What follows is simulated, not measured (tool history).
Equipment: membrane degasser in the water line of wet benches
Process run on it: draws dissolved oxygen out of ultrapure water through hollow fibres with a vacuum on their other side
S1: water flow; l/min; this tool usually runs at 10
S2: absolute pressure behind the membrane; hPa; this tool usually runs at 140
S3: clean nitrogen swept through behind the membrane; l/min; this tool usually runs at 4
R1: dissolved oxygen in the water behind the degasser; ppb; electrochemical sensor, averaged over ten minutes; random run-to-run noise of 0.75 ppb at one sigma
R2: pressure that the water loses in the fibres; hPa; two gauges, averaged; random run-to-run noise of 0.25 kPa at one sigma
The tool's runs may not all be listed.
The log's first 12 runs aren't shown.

run 13 day=125.875 | S1=15 S2=140 S3=4 | R1=107.1 R2=1028.9
run 14 day=135.075 | S1=10 S2=140 S3=4 | R1=68.4 R2=687.8
run 15 day=146.596 | S1=10 S2=140 S3=4 | R1=67.7 R2=683.1
run 16 day=152.792 | S1=10 S2=140 S3=4 | R1=69.4 R2=684.8
run 17 day=161.65 | S1=14 S2=140 S3=1.71 | R1=214.8 R2=954.9
run 18 day=173.529 | S1=14 S2=140 S3=11.21 | R1=41 R2=954.9
run 19 day=180.546 | S1=7 S2=144 S3=2.3 | R1=84.9 R2=481.2
run 20 day=188.462 | S1=7 S2=144 S3=4.5 | R1=44.6 R2=479.4
run 21 day=198.175 | S1=12 S2=222 S3=3.5 | R1=161.6 R2=821.3
run 22 day=210.008 | S1=12 S2=222 S3=3.5 | R1=159.4 R2=825.6
run 23 day=219.471 | S1=12 S2=237 S3=2.18 | R1=267 R2=822.5
-- day=227.8 seals of the vacuum lines changed
run 24 day=232.708 | S1=10 S2=277 S3=6.61 | R1=93.5 R2=686
-- day=236.971 vacuum gauge calibrated
run 25 day=245.854 | S1=7 S2=163 S3=6.61 | R1=35.5 R2=479.1
run 26 day=256.775 | S1=7 S2=163 S3=2.06 | R1=111.2 R2=481.3
run 27 day=263.521 | S1=14 S2=99 S3=2.06 | R1=114.7 R2=960
run 28 day=274.733 | S1=15 S2=190 S3=2.06 | R1=276.7 R2=1036.7
run 29 day=280.958 | S1=15 S2=206 S3=6.98 | R1=100.1 R2=1028.3
run 30 day=291.2 | S1=11 S2=278 S3=4 | R1=166.3 R2=755.5
run 31 day=304.071 | S1=9 S2=140 S3=4 | R1=61 R2=621.3

Below are 4 alternative next runs, each starting from the tool's condition after run 31. Predict each:
run A day=310.417 | S1=10 S2=280 S3=4 | R1=? R2=?
run B day=310.417 | S1=10 S2=291 S3=4.46 | R1=? R2=?
run C day=310.417 | S1=10 S2=181 S3=1.79 | R1=? R2=?
run D day=310.417 | S1=7 S2=140 S3=5.6 | R1=? R2=?

run=A R1=154.3 R2=688.4
run=B R1=144.3 R2=686.3
run=C R1=195.9 R2=690.7
run=D R1=34 R2=479.6
With the hidden condition removed and each run's random variation left untouched, the same runs would have given:
run=A R1=154.2 R2=686.9
run=B R1=144.2 R2=684.8
run=C R1=195.8 R2=689.3
run=D R1=34 R2=478.6
